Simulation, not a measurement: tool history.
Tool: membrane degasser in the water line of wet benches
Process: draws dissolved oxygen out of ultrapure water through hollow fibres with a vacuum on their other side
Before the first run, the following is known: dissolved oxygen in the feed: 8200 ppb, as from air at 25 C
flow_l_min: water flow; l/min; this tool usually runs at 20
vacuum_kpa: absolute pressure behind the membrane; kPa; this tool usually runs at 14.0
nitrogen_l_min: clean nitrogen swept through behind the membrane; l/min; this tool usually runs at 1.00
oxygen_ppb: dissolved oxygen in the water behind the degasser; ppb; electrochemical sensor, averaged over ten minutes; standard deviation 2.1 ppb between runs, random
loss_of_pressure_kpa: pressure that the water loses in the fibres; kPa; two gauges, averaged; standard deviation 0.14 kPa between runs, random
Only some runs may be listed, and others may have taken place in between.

| run | hour | flow_l_min | vacuum_kpa | nitrogen_l_min | oxygen_ppb | loss_of_pressure_kpa |
|---|---|---|---|---|---|---|
| 1 | 0.0 | 20 | 14.0 | 1.00 | 526.0 | 25.61 |
|  | 91.0 | vacuum gauge calibrated |
| 2 | 154.9 | 20 | 14.0 | 1.00 | 522.2 | 25.73 |
| 3 | 380.2 | 20 | 14.7 | 1.00 | 549.9 | 25.97 |
| 4 | 502.1 | 20 | 14.7 | 1.00 | 550.0 | 26.09 |
| 5 | 714.2 | 20 | 21.4 | 1.00 | 805.8 | 26.21 |
| 6 | 965.6 | 20 | 14.0 | 1.00 | 521.8 | 26.05 |
| 7 | 1146.3 | 20 | 14.0 | 1.00 | 523.9 | 26.18 |
| 8 | 1371.6 | 20 | 14.0 | 1.00 | 526.0 | 25.98 |
| 9 | 1640.0 | 16 | 14.0 | 1.00 | 405.6 | 21.00 |
| 10 | 1845.2 | 24 | 14.0 | 1.00 | 660.2 | 31.33 |
| 11 | 2025.6 | 20 | 14.0 | 1.00 | 525.4 | 26.27 |
| 12 | 2226.6 | 20 | 14.0 | 0.45 | 932.3 | 26.26 |
| 13 | 2461.5 | 20 | 14.0 | 2.11 | 308.8 | 26.22 |
| 14 | 2718.3 | 16 | 14.0 | 1.00 | 411.3 | 21.22 |
| 15 | 2846.1 | 20 | 14.0 | 1.00 | 528.8 | 26.56 |
| 16 | 3058.9 | 15 | 15.1 | 1.00 | 413.9 | 19.70 |
|  | 3134.9 | vacuum gauge calibrated |
| 17 | 3171.2 | 15 | 15.1 | 1.00 | 415.7 | 19.70 |
| 18 | 3430.0 | 20 | 24.3 | 0.93 | 972.8 | 26.50 |
| 19 | 3671.6 | 16 | 12.5 | 2.26 | 184.9 | 21.12 |
| 20 | 3840.0 | 19 | 14.0 | 1.14 | 449.0 | 24.84 |
| 21 | 3964.7 | 19 | 14.0 | 1.14 | 448.5 | 24.83 |
| 22 | 4163.4 | 26 | 14.0 | 0.69 | 929.9 | 34.17 |
| 23 | 4310.3 | 13 | 15.0 | 1.64 | 231.1 | 17.20 |
| 24 | 4551.0 | 13 | 15.0 | 1.64 | 231.3 | 17.17 |
| 25 | 4707.7 | 20 | 10.0 | 1.00 | 369.1 | 26.45 |
|  | 4784.8 | seals of the vacuum lines changed |
| 26 | 4848.6 | 20 | 29.6 | 1.59 | 776.5 | 26.24 |
| 27 | 5020.6 | 28 | 17.2 | 0.76 | 1152.2 | 37.00 |
| 28 | 5250.9 | 18 | 23.3 | 1.96 | 465.6 | 23.86 |
| 29 | 5484.6 | 18 | 23.3 | 1.96 | 467.8 | 23.89 |

Here are 4 independent what-if runs from the current tool condition. What would each one return?
| A | 5640.5 | 20 | 23.3 | 1.96 | ? | ? |
| B | 5640.5 | 16 | 10.5 | 1.00 | ? | ? |
| C | 5640.5 | 18 | 23.3 | 0.59 | ? | ? |
| D | 5640.5 | 13 | 20.7 | 2.52 | ? | ? |

| run | oxygen_ppb | loss_of_pressure_kpa |
|---|---|---|
| A | 529.7 | 26.62 |
| B | 289.9 | 21.21 |
| C | 1186.9 | 23.86 |
| D | 226.6 | 17.13 |
The same runs, with their run-to-run variation unchanged, on a tool lacking any hidden condition would have given:
| run | oxygen_ppb | loss_of_pressure_kpa |
|---|---|---|
| A | 514.5 | 25.63 |
| B | 280.0 | 20.41 |
| C | 1172.7 | 22.96 |
| D | 222.0 | 16.48 |
